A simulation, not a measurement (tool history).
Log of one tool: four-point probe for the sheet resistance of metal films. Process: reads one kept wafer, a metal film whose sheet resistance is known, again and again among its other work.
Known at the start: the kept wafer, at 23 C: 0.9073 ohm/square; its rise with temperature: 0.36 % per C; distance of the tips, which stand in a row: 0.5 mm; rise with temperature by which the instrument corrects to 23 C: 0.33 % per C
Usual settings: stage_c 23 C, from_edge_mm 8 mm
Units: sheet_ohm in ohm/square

run	hour	stage_c	from_edge_mm	sheet_ohm
1	0.0	23	8	0.909285
2	25.9	23	8	0.908812
3	49.7	23	8	0.909201
4	81.8	23	8	0.909049
5	116.4	20	8	0.908350
6	147.2	23	8	0.909170
7	182.0	23	8	0.909225
8	218.6	23	8	0.908928
9	256.8	23	8	0.909102
10	293.1	23	8	0.909390
11	313.5	23	8	0.909339
12	353.7	23	8	0.909315
13	384.3	23	8	0.909227
14	406.1	23	8	0.908747
15	441.4	23	8	0.908987
16	469.9	23	8	0.908839
17	511.1	23	8	0.908885
18	551.9	23	8	0.909219
19	577.6	23	8	0.908537
20	617.9	23	8	0.908988
21	641.6	23	8	0.909083
22	663.7	23	8	0.909151
23	699.4	19	8	0.907694
24	727.7	19	8	0.907771
# hour 733.1: new probe head fitted
25	768.5	18	12	0.906554
26	802.7	23	69	0.907659
27	835.9	26	5	0.913056
28	876.5	26	5	0.912974
29	918.0	34	53	0.910614
30	943.7	33	20	0.910120
31	987.9	25	3	0.921433
32	1014.7	25	3	0.921372
33	1048.6	34	3	0.923890
34	1079.2	34	3	0.924131
35	1104.1	34	3	0.923717
36	1139.7	31	12	0.910248
37	1169.3	23	35	0.907546
38	1202.9	23	35	0.907532
39	1235.1	23	35	0.907571
40	1269.8	23	35	0.907232
41	1315.3	23	35	0.907116
42	1348.1	23	35	0.907345
43	1379.0	25	8	0.910029
44	1404.7	25	8	0.909745

Hidden state or all else? Some run-to-run changes of sheet_ohm, split into what the settings, what came in and random variation would give without the hidden state, and what is left for the hidden state (with any gauge scatter that isn't in both results):
The hidden state here: inner tips' distance over the nominal, %; tips' flats over new ones', %; wafer's true temperature over the reading, C; drift of the gauge itself on sheet_ohm, %.
Run 8 -> 9: no setting changed, nothing entered. sheet_ohm +0.000174 ohm/square: hidden state -0.000003, all else +0.000177.
Run 24 -> 25: stage_c 19 -> 18, from_edge_mm 8 -> 12, new probe head fitted. sheet_ohm -0.001217 ohm/square: hidden state +0.000169, all else -0.001386.
Run 26 -> 27: stage_c 23 -> 26, from_edge_mm 69 -> 5. sheet_ohm +0.005397 ohm/square: hidden state -0.000003, all else +0.005400.
Run 28 -> 29: stage_c 26 -> 34, from_edge_mm 5 -> 53. sheet_ohm -0.002360 ohm/square: hidden state -0.000004, all else -0.002356.
Run 30 -> 31: stage_c 33 -> 25, from_edge_mm 20 -> 3. sheet_ohm +0.011313 ohm/square: hidden state -0.000003, all else +0.011316.
Run 35 -> 36: stage_c 34 -> 31, from_edge_mm 3 -> 12. sheet_ohm -0.013469 ohm/square: hidden state -0.000002, all else -0.013467.
